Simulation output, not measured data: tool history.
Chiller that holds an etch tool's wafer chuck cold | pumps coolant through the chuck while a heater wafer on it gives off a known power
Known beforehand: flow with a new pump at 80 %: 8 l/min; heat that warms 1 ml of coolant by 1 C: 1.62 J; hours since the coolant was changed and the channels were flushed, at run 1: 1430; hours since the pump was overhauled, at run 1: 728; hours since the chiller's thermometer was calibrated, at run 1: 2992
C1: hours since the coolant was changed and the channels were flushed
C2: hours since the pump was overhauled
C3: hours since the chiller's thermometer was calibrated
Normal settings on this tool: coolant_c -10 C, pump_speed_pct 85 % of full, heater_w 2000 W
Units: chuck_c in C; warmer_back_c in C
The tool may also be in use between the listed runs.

Run 1, day 0: usual settings; C1 1430; C2 728; C3 2992. Result: chuck_c 8.1 C, warmer_back_c 8.67 C.
Run 2, day 1.604: usual settings but pump_speed_pct 79 % of full; C1 1468; C2 767; C3 3031. Result: chuck_c 9.5 C, warmer_back_c 9.47 C.
Run 3, day 4.15: usual settings but pump_speed_pct 79 % of full; C1 1530; C2 828; C3 3092. Result: chuck_c 9.4 C, warmer_back_c 9.41 C.
Run 4, day 6.104: usual settings but pump_speed_pct 79 % of full; C1 1576; C2 875; C3 3139. Result: chuck_c 9.3 C, warmer_back_c 9.48 C.
Run 5, day 8.042: usual settings but pump_speed_pct 79 % of full; C1 1623; C2 921; C3 3185. Result: chuck_c 9.3 C, warmer_back_c 9.48 C.
At day 8.8: chiller's thermometer calibrated.
Run 6, day 10.812: usual settings but pump_speed_pct 79 % of full; C1 1688; C2 987; C3 48. Result: chuck_c 9.5 C, warmer_back_c 9.59 C.
Run 7, day 13.512: usual settings but pump_speed_pct 79 % of full; C1 1753; C2 1051; C3 113. Result: chuck_c 9.4 C, warmer_back_c 9.49 C.
Run 8, day 16.429: usual settings but pump_speed_pct 79 % of full; C1 1823; C2 1121; C3 183. Result: chuck_c 9.6 C, warmer_back_c 9.49 C.
Run 9, day 18.225: usual settings but pump_speed_pct 79 % of full; C1 1866; C2 1165; C3 226. Result: chuck_c 9.5 C, warmer_back_c 9.51 C.
Run 10, day 20.733: usual settings but pump_speed_pct 79 % of full; C1 1927; C2 1225; C3 286. Result: chuck_c 9.5 C, warmer_back_c 9.47 C.
Run 11, day 23.083: usual settings; C1 1983; C2 1281; C3 343. Result: chuck_c 8.3 C, warmer_back_c 8.65 C.
Run 12, day 24.654: usual settings; C1 2021; C2 1319; C3 380. Result: chuck_c 8.3 C, warmer_back_c 8.75 C.
Run 13, day 26.904: usual settings; C1 2075; C2 1373; C3 434. Result: chuck_c 8.2 C, warmer_back_c 8.77 C.
Run 14, day 28.954: usual settings; C1 2124; C2 1422; C3 484. Result: chuck_c 8.2 C, warmer_back_c 8.71 C.
Run 15, day 31.4: usual settings but coolant_c -12 C, pump_speed_pct 79 % of full, heater_w 1240 W; C1 2183; C2 1481; C3 542. Result: chuck_c 0.2 C, warmer_back_c 5.88 C.
At day 31.783: coolant pump overhauled.
Run 16, day 34.342: usual settings but coolant_c -8 C, pump_speed_pct 68 % of full, heater_w 1240 W; C1 2248; C2 61; C3 608. Result: chuck_c 6.1 C, warmer_back_c 7.05 C.
Run 17, day 35.875: usual settings but coolant_c -7 C, pump_speed_pct 98 % of full, heater_w 1028 W; C1 2285; C2 98; C3 645. Result: chuck_c 1.1 C, warmer_back_c 3.82 C.
Run 18, day 38.412: usual settings but coolant_c -7 C, pump_speed_pct 98 % of full, heater_w 1028 W; C1 2346; C2 159; C3 706. Result: chuck_c 0.9 C, warmer_back_c 3.84 C.
At day 40.638: coolant pump overhauled, once more.
Run 19, day 40.638: usual settings but coolant_c -17 C, heater_w 1777 W; C1 2394; C2 0; C3 754. Result: chuck_c -1 C, warmer_back_c 7.68 C.
Run 20, day 43.275: usual settings but coolant_c -17 C, heater_w 1777 W; C1 2457; C2 63; C3 817. Result: chuck_c -1 C, warmer_back_c 7.69 C.
Run 21, day 45.938: usual settings but coolant_c -17 C, pump_speed_pct 66 % of full, heater_w 1777 W; C1 2521; C2 127; C3 881. Result: chuck_c 3.6 C, warmer_back_c 10.21 C.
Run 22, day 48.729: usual settings but coolant_c -1 C, pump_speed_pct 89 % of full, heater_w 2290 W; C1 2588; C2 194; C3 948. Result: chuck_c 18.7 C, warmer_back_c 9.38 C.
Run 23, day 51.862: usual settings but coolant_c -1 C, pump_speed_pct 89 % of full, heater_w 2062 W; C1 2664; C2 269; C3 1024. Result: chuck_c 16.8 C, warmer_back_c 8.42 C.
Run 24, day 55.021: usual settings but coolant_c -5 C, pump_speed_pct 93 % of full, heater_w 2228 W; C1 2739; C2 345; C3 1099. Result: chuck_c 13.4 C, warmer_back_c 8.72 C.
Run 25, day 57.333: usual settings but coolant_c -12 C, heater_w 1925 W; C1 2795; C2 401; C3 1155. Result: chuck_c 5.4 C, warmer_back_c 8.32 C.
Run 26, day 59.075: usual settings but coolant_c -12 C, heater_w 1925 W; C1 2837; C2 443; C3 1197. Result: chuck_c 5.5 C, warmer_back_c 8.31 C.
Run 27, day 62.171: usual settings but coolant_c -9 C, pump_speed_pct 65 % of full, heater_w 2402 W; C1 2911; C2 517; C3 1271. Result: chuck_c 19.3 C, warmer_back_c 14.01 C.

Below are 3 alternative next runs, each starting from the tool's condition after run 27. Predict each:
Run A, day 63.775: usual settings but pump_speed_pct 99 % of full; C1 2949; C2 555; C3 1309. Result: chuck_c ?, warmer_back_c ?.
Run B, day 63.775: usual settings but pump_speed_pct 65 % of full; C1 2949; C2 555; C3 1309. Result: chuck_c ?, warmer_back_c ?.
Run C, day 63.775: usual settings but coolant_c -19 C, heater_w 1521 W; C1 2949; C2 555; C3 1309. Result: chuck_c ?, warmer_back_c ?.

run  chuck_c  warmer_back_c
  A      5.5           7.29
  B     13.8          11.68
  C     -5.3           6.62
Without the tool's hidden state the same runs would have given:
run  chuck_c  warmer_back_c
  A      5.2           7.29
  B     13.2          11.67
  C     -5.5           6.62

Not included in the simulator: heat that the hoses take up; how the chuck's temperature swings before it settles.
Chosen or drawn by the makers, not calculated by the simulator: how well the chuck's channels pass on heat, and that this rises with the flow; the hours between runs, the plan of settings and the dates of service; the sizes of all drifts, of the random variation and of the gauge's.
